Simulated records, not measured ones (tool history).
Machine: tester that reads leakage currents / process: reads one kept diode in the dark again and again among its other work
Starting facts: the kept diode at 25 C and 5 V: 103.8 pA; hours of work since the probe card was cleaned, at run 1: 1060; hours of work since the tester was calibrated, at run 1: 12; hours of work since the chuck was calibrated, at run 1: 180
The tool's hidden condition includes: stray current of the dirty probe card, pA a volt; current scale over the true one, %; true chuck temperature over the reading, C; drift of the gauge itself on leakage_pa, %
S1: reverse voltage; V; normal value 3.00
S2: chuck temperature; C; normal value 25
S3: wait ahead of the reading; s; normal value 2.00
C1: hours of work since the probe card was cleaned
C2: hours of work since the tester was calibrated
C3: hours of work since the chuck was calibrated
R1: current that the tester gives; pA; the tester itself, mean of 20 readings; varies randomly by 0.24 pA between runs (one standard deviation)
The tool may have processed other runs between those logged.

run,hour,S1,S2,S3,C1,C2,C3,R1
1,0.0,3.00,25,2.00,1060,12,180,83.91
2,22.4,3.00,25,2.00,1075,28,196,83.28
3,42.0,3.00,25,2.00,1088,41,209,83.02
4,63.1,3.00,25,2.00,1103,55,223,83.59
5,94.8,3.00,25,2.00,1124,77,245,83.15
6,110.3,3.00,25,2.00,1135,88,256,83.23
7,139.5,3.00,52,2.00,1155,107,276,863.35
8,156.4,3.00,52,2.00,1166,119,287,858.65
9,183.7,3.00,52,2.00,1185,138,306,860.02
10,201.6,3.00,52,2.00,1197,150,318,858.67
11,217.4,3.00,52,2.00,1208,161,329,857.12
12,239.6,3.00,52,2.00,1223,176,344,860.85
13,255.3,3.00,25,5.54,1234,187,355,83.10
14,282.3,4.35,25,5.54,1252,205,373,104.67
15,317.5,4.35,25,5.54,1276,229,397,104.48
16,350.4,3.00,46,2.00,1299,251,419,518.85
17,372.4,15.10,35,1.79,1314,266,434,539.89
# hour 382.8: probe card cleaned and baked
18,398.5,1.36,35,1.79,11,282,450,121.72
19,429.8,1.36,35,1.79,32,303,472,121.07
20,445.3,1.63,40,5.50,43,314,482,211.26

Run 21 comes next. What will it give?
21,480.6,1.63,40,5.50,67,338,506,?

R1: 210.83 pA
Were there no unlogged condition in the tool, this run, its random variation unchanged, would have produced R1 217.23 pA.
